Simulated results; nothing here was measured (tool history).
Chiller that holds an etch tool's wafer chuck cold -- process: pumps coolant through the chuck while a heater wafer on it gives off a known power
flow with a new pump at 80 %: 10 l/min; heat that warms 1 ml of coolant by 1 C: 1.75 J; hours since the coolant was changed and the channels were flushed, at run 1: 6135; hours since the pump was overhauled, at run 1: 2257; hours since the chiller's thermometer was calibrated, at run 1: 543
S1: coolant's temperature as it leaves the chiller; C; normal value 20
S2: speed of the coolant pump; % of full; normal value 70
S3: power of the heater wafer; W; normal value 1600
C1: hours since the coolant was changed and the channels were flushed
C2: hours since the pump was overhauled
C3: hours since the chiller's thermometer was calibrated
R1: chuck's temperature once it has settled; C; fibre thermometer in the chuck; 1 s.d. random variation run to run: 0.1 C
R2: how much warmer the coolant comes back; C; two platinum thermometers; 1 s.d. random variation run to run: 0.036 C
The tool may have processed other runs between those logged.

{"run": 1, "hour": 0.0, "S1": 20, "S2": 70, "S3": 1600, "C1": 6135, "C2": 2257, "C3": 543, "R1": 38.5, "R2": 6.5}
{"run": 2, "hour": 148.3, "S1": 20, "S2": 76, "S3": 1600, "C1": 6283, "C2": 2406, "C3": 691, "R1": 37.6, "R2": 5.97}
{"run": 3, "hour": 224.5, "S1": 20, "S2": 70, "S3": 1600, "C1": 6359, "C2": 2482, "C3": 767, "R1": 38.6, "R2": 6.55}
{"run": 4, "hour": 367.8, "S1": 20, "S2": 70, "S3": 1600, "C1": 6502, "C2": 2625, "C3": 910, "R1": 38.8, "R2": 6.48}
{"run": 5, "hour": 430.8, "S1": 20, "S2": 70, "S3": 1600, "C1": 6565, "C2": 2688, "C3": 973, "R1": 38.7, "R2": 6.56}
{"run": 6, "hour": 546.4, "S1": 13, "S2": 70, "S3": 1600, "C1": 6681, "C2": 2804, "C3": 1089, "R1": 31.7, "R2": 6.54}
{"run": 7, "hour": 693.0, "S1": 13, "S2": 70, "S3": 1600, "C1": 6828, "C2": 2950, "C3": 1236, "R1": 31.8, "R2": 6.59}
{"run": 8, "hour": 792.3, "S1": 13, "S2": 70, "S3": 1600, "C1": 6927, "C2": 3050, "C3": 1335, "R1": 32, "R2": 6.57}
{"run": 9, "hour": 927.8, "S1": 13, "S2": 70, "S3": 1600, "C1": 7062, "C2": 3185, "C3": 1470, "R1": 32.2, "R2": 6.57}
{"run": 10, "hour": 1019.2, "S1": 13, "S2": 70, "S3": 1600, "C1": 7154, "C2": 3276, "C3": 1562, "R1": 32.3, "R2": 6.57}
{"run": 11, "hour": 1112.3, "S1": 13, "S2": 70, "S3": 1600, "C1": 7247, "C2": 3370, "C3": 1655, "R1": 32.2, "R2": 6.64}
{"run": 12, "hour": 1174.6, "S1": 13, "S2": 70, "S3": 1600, "C1": 7309, "C2": 3432, "C3": 1717, "R1": 32.2, "R2": 6.59}
{"hour": 1236.7, "done": "coolant changed, channels flushed"}
{"run": 13, "hour": 1324.5, "S1": 20, "S2": 83, "S3": 1600, "C1": 88, "C2": 3576, "C3": 1861, "R1": 34.9, "R2": 5.45}
{"run": 14, "hour": 1457.3, "S1": 15, "S2": 83, "S3": 1600, "C1": 221, "C2": 3709, "C3": 1994, "R1": 29.9, "R2": 5.43}
{"hour": 1568.2, "done": "chiller's thermometer calibrated"}
{"run": 15, "hour": 1596.9, "S1": 15, "S2": 74, "S3": 1600, "C1": 359, "C2": 3847, "C3": 29, "R1": 31.1, "R2": 6.2}
{"run": 16, "hour": 1745.4, "S1": 15, "S2": 74, "S3": 1600, "C1": 508, "C2": 3996, "C3": 177, "R1": 31.1, "R2": 6.16}
{"run": 17, "hour": 1824.3, "S1": 17, "S2": 78, "S3": 1938, "C1": 587, "C2": 4075, "C3": 256, "R1": 35.8, "R2": 7.13}
{"run": 18, "hour": 1933.8, "S1": 17, "S2": 78, "S3": 1938, "C1": 696, "C2": 4184, "C3": 366, "R1": 36, "R2": 7.07}
{"run": 19, "hour": 2019.6, "S1": 26, "S2": 70, "S3": 1035, "C1": 782, "C2": 4270, "C3": 451, "R1": 37.3, "R2": 4.3}
{"run": 20, "hour": 2145.7, "S1": 26, "S2": 70, "S3": 1035, "C1": 908, "C2": 4396, "C3": 578, "R1": 37.3, "R2": 4.28}
{"hour": 2192.3, "done": "chiller's thermometer calibrated, once more"}
{"run": 21, "hour": 2273.5, "S1": 19, "S2": 60, "S3": 1204, "C1": 1035, "C2": 4523, "C3": 81, "R1": 33.1, "R2": 5.95}
{"run": 22, "hour": 2369.7, "S1": 19, "S2": 60, "S3": 1067, "C1": 1131, "C2": 4619, "C3": 177, "R1": 31.3, "R2": 5.36}
{"run": 23, "hour": 2521.3, "S1": 19, "S2": 60, "S3": 1067, "C1": 1283, "C2": 4771, "C3": 329, "R1": 31.4, "R2": 5.3}
{"run": 24, "hour": 2670.3, "S1": 10, "S2": 75, "S3": 1600, "C1": 1432, "C2": 4920, "C3": 478, "R1": 25.9, "R2": 6.18}
{"run": 25, "hour": 2808.7, "S1": 10, "S2": 100, "S3": 1691, "C1": 1570, "C2": 5058, "C3": 616, "R1": 23.8, "R2": 4.76}
{"run": 26, "hour": 2880.8, "S1": 10, "S2": 100, "S3": 1691, "C1": 1642, "C2": 5130, "C3": 688, "R1": 23.7, "R2": 4.78}
{"run": 27, "hour": 2969.6, "S1": 18, "S2": 63, "S3": 1737, "C1": 1731, "C2": 5219, "C3": 777, "R1": 37.7, "R2": 8.12}
{"run": 28, "hour": 3056.6, "S1": 20, "S2": 98, "S3": 1448, "C1": 1818, "C2": 5306, "C3": 864, "R1": 32.2, "R2": 4.15}
{"run": 29, "hour": 3167.5, "S1": 20, "S2": 98, "S3": 1448, "C1": 1929, "C2": 5417, "C3": 975, "R1": 32.2, "R2": 4.18}
{"run": 30, "hour": 3231.7, "S1": 21, "S2": 96, "S3": 1132, "C1": 1993, "C2": 5481, "C3": 1039, "R1": 30.7, "R2": 3.33}
{"run": 31, "hour": 3369.6, "S1": 21, "S2": 96, "S3": 1132, "C1": 2131, "C2": 5619, "C3": 1177, "R1": 30.8, "R2": 3.36}
{"run": 32, "hour": 3475.1, "S1": 11, "S2": 63, "S3": 1911, "C1": 2236, "C2": 5724, "C3": 1283, "R1": 33, "R2": 9.02}

Pick out some run-to-run changes in R1. Of each, how much would a tool without hidden state show as well, from the settings, what came in and chance, and how much is left for the hidden state and any gauge scatter not in both results compared?
Hidden conditions of the tool in this case: heat passed by the chuck's channels, % of clean ones'; flow at a given pump speed, % of a new pump's; coolant's true temperature over the reading, C; drift of the gauge itself on chuck_c, C; drift of the gauge itself on warmer_back_c, C.
Run 5 -> 6: S1 20 -> 13. R1 -7 C: hidden state +0.1, all else -7.1.
Run 12 -> 13: S1 13 -> 20, S2 70 -> 83, coolant changed, channels flushed. R1 +2.7 C: hidden state -2.8, all else +5.5.
Run 20 -> 21: S1 26 -> 19, S2 70 -> 60, S3 1035 -> 1204, chiller's thermometer calibrated, once more. R1 -4.2 C: hidden state -0.5, all else -3.7.
Run 23 -> 24: S1 19 -> 10, S2 60 -> 75, S3 1067 -> 1600. R1 -5.5 C: hidden state +0.3, all else -5.8.
Run 26 -> 27: S1 10 -> 18, S2 100 -> 63, S3 1691 -> 1737. R1 +14 C: hidden state +0.4, all else +13.6.
Run 31 -> 32: S1 21 -> 11, S2 96 -> 63, S3 1132 -> 1911. R1 +2.2 C: hidden state +1, all else +1.2.
